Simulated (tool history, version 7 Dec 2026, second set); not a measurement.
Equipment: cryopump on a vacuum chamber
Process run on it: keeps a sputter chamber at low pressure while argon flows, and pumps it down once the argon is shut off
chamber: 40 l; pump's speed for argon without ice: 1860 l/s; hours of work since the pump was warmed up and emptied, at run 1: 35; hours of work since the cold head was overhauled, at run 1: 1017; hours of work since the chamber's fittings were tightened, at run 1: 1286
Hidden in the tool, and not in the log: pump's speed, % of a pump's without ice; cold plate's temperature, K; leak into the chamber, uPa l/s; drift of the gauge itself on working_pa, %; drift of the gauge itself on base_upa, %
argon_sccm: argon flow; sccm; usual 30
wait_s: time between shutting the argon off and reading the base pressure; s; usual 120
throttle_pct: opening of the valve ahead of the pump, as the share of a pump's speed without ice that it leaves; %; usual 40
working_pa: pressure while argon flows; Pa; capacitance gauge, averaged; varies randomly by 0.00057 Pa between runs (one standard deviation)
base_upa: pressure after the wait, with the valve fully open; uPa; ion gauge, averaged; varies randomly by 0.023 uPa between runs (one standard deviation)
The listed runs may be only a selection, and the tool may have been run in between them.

run   hour  argon_sccm  wait_s  throttle_pct  hours of work since the pump was warmed up and emptied  hours of work since the cold head was overhauled  hours of work since the chamber's fittings were tightened  working_pa  base_upa
  1      0          30     120            40                                                      35                                              1017                                                       1286      0.0696      1.98
  2   34.9          30     120            40                                                      61                                              1043                                                       1312      0.0697      2.09
  3  108.8          30     120            40                                                     117                                              1098                                                       1367      0.0708      2.25
  4  188.9          30     120            40                                                     177                                              1158                                                       1427      0.0715      2.34
  5  263.4          30     120            40                                                     233                                              1214                                                       1483      0.0739      2.47
     281.2  -- leaking fittings of the chamber tightened, without venting
  6  326.2          52     120            40                                                     279                                              1260                                                         34      0.1298      0.78
  7  402.4          52     120            40                                                     336                                              1317                                                         91      0.1334      0.87
  8  483.1          30      20            40                                                     397                                              1378                                                        152      0.0786      3.67
     530.3  -- pump warmed up, emptied and cooled again
  9  537.9          30      84            53                                                       6                                              1415                                                        189      0.0522      1.13
 10  601.7          30      84            53                                                      54                                              1463                                                        237      0.0525       1.2

Consider 3 possible next runs. They are alternatives, not a sequence: every one starts from the tool as it was left by run 10. What does each give?
  A  664.7          30      81            46                                                     101                                              1511                                                        284           ?         ?
  B  664.7          16      33            56                                                     101                                              1511                                                        284           ?         ?
  C  664.7          33      64            53                                                     101                                              1511                                                        284           ?         ?

run  working_pa  base_upa
  A      0.0618       1.3
  B      0.0273      2.39
  C      0.0592      1.49
Take away the tool's hidden state, keep each run's random variation, and the runs would have read:
run  working_pa  base_upa
  A      0.0593      0.95
  B       0.026      2.06
  C      0.0565      1.15
